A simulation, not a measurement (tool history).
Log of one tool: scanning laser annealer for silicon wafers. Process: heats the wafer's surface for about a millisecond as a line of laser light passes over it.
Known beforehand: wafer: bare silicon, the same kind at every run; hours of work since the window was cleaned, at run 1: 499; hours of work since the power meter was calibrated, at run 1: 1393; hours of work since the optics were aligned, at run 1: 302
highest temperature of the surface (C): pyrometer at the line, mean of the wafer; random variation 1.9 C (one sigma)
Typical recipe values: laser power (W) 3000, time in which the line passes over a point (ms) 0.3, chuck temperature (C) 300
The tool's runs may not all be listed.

run   hour  laser power (W)  time in which the line passes over a point (ms)  chuck temperature (C)  hours of work since the window was cleaned  hours of work since the power meter was calibrated  hours of work since the optics were aligned  highest temperature of the surface (C)
  1      0             3000                                              0.3                    300                                         499                                                1393                                          302                                    1108
  2   45.9             3000                                            0.219                    300                                         533                                                1427                                          336                                     995
  3   86.9             3000                                            0.219                    300                                         563                                                1458                                          366                                     993
  4  117.8             3000                                            0.219                    300                                         586                                                1481                                          389                                     993
  5  163.9             2767                                            0.219                    300                                         620                                                1515                                          423                                     927
  6  211.7             2733                                            0.219                    300                                         655                                                1550                                          458                                     916
  7  249.6             2733                                            0.219                    300                                         684                                                1578                                          486                                     914
  8  269.1             3000                                              0.3                    300                                         698                                                1593                                          501                                    1101
     275.1  -- window over the wafer cleaned
  9  312.2             3184                                              0.3                    300                                          27                                                1623                                          531                                    1146
 10  335.1             3184                                              0.3                    300                                          44                                                1640                                          548                                    1140
     346.3  -- window over the wafer cleaned, once more
 11  359.6             2936                                              0.3                    300                                          10                                                1657                                          565                                    1099
 12  396.1             3000                                              0.3                    308                                          37                                                1684                                          592                                    1124
 13    444             2666                                            0.347                    322                                          72                                                1719                                          628                                    1079
 14  470.4             2733                                            0.301                    267                                          92                                                1739                                          647                                     999
 15  500.7             3001                                              0.3                    326                                         114                                                1761                                          670                                    1139
 16    537             2785                                            0.342                    330                                         141                                                1788                                          696                                    1123
 17  580.1             3044                                            0.238                    261                                         173                                                1820                                          728                                    1003
 18  612.2             3044                                            0.238                    261                                         197                                                1844                                          752                                    1005
 19  634.1             3157                                             0.22                    319                                         213                                                1860                                          768                                    1061
 20  671.4             2559                                              0.3                    300                                         241                                                1888                                          796                                     968
 21  693.7             2559                                              0.3                    300                                         257                                                1904                                          813                                     965
 22  738.8             3229                                              0.3                    300                                         291                                                1938                                          846                                    1183

Run 23 comes next. What will it give?
 23  768.7             2700                                            0.253                    329                                         313                                                1960                                          868                                       ?

{"run 23": {"highest temperature of the surface (C)": 983}}
On a tool with no hidden condition, and with the same random variation, this run would have come out at highest temperature of the surface (C) 1008.
